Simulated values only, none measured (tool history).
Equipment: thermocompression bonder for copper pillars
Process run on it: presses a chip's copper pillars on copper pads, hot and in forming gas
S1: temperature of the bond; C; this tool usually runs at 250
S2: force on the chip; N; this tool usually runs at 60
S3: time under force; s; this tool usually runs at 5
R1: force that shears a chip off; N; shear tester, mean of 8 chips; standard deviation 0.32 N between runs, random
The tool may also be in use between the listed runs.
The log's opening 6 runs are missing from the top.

{"run": 7, "hour": 76.0, "S1": 250, "S2": 60, "S3": 10, "R1": 75}
{"run": 8, "hour": 91.4, "S1": 243, "S2": 60, "S3": 10, "R1": 70.1}
{"hour": 93.8, "done": "force cell calibrated"}
{"run": 9, "hour": 106.6, "S1": 250, "S2": 43, "S3": 5, "R1": 54.5}
{"run": 10, "hour": 115.9, "S1": 250, "S2": 43, "S3": 5, "R1": 54.2}
{"run": 11, "hour": 129.8, "S1": 250, "S2": 43, "S3": 5, "R1": 54.7}
{"run": 12, "hour": 142.7, "S1": 250, "S2": 43, "S3": 5, "R1": 54.4}
{"hour": 145.2, "done": "force cell calibrated, once more"}
{"run": 13, "hour": 156.8, "S1": 223, "S2": 60, "S3": 5, "R1": 44.1}
{"run": 14, "hour": 170.3, "S1": 261, "S2": 60, "S3": 5, "R1": 70.6}
{"run": 15, "hour": 187.1, "S1": 240, "S2": 60, "S3": 5, "R1": 56.1}
{"run": 16, "hour": 194.4, "S1": 240, "S2": 52, "S3": 14, "R1": 70.1}
{"run": 17, "hour": 201.6, "S1": 240, "S2": 52, "S3": 14, "R1": 69.9}
{"run": 18, "hour": 216.4, "S1": 248, "S2": 37, "S3": 3, "R1": 41.4}
{"run": 19, "hour": 227.1, "S1": 248, "S2": 37, "S3": 3, "R1": 41.8}
{"run": 20, "hour": 238.0, "S1": 245, "S2": 60, "S3": 5, "R1": 60.9}
{"run": 21, "hour": 250.8, "S1": 245, "S2": 60, "S3": 5, "R1": 60.1}
{"run": 22, "hour": 258.0, "S1": 277, "S2": 52, "S3": 6, "R1": 78.8}
{"run": 23, "hour": 266.1, "S1": 277, "S2": 88, "S3": 6, "R1": 87.6}
{"run": 24, "hour": 275.0, "S1": 267, "S2": 69, "S3": 5, "R1": 77}
{"run": 25, "hour": 288.8, "S1": 267, "S2": 69, "S3": 5, "R1": 77.5}
{"run": 26, "hour": 297.8, "S1": 250, "S2": 60, "S3": 14, "R1": 78.4}
{"run": 27, "hour": 314.0, "S1": 277, "S2": 40, "S3": 3, "R1": 62.3}
{"run": 28, "hour": 325.8, "S1": 223, "S2": 40, "S3": 3, "R1": 28.1}
{"hour": 336.9, "done": "forming gas filter changed"}
{"run": 29, "hour": 336.9, "S1": 267, "S2": 60, "S3": 6, "R1": 78.2}
{"run": 30, "hour": 352.4, "S1": 267, "S2": 56, "S3": 6, "R1": 77}

Here are 4 independent what-if runs from the current tool condition. What would each one return?
{"run": "A", "hour": 362.3, "S1": 231, "S2": 42, "S3": 6, "R1": "?"}
{"run": "B", "hour": 362.3, "S1": 223, "S2": 56, "S3": 5, "R1": "?"}
{"run": "C", "hour": 362.3, "S1": 257, "S2": 60, "S3": 5, "R1": "?"}
{"run": "D", "hour": 362.3, "S1": 221, "S2": 56, "S3": 3, "R1": "?"}

run=A R1=44.8
run=B R1=42.7
run=C R1=69.5
run=D R1=34.8
Without the tool's hidden state the same runs would have given:
run=A R1=41.9
run=B R1=39.8
run=C R1=66.8
run=D R1=32.2
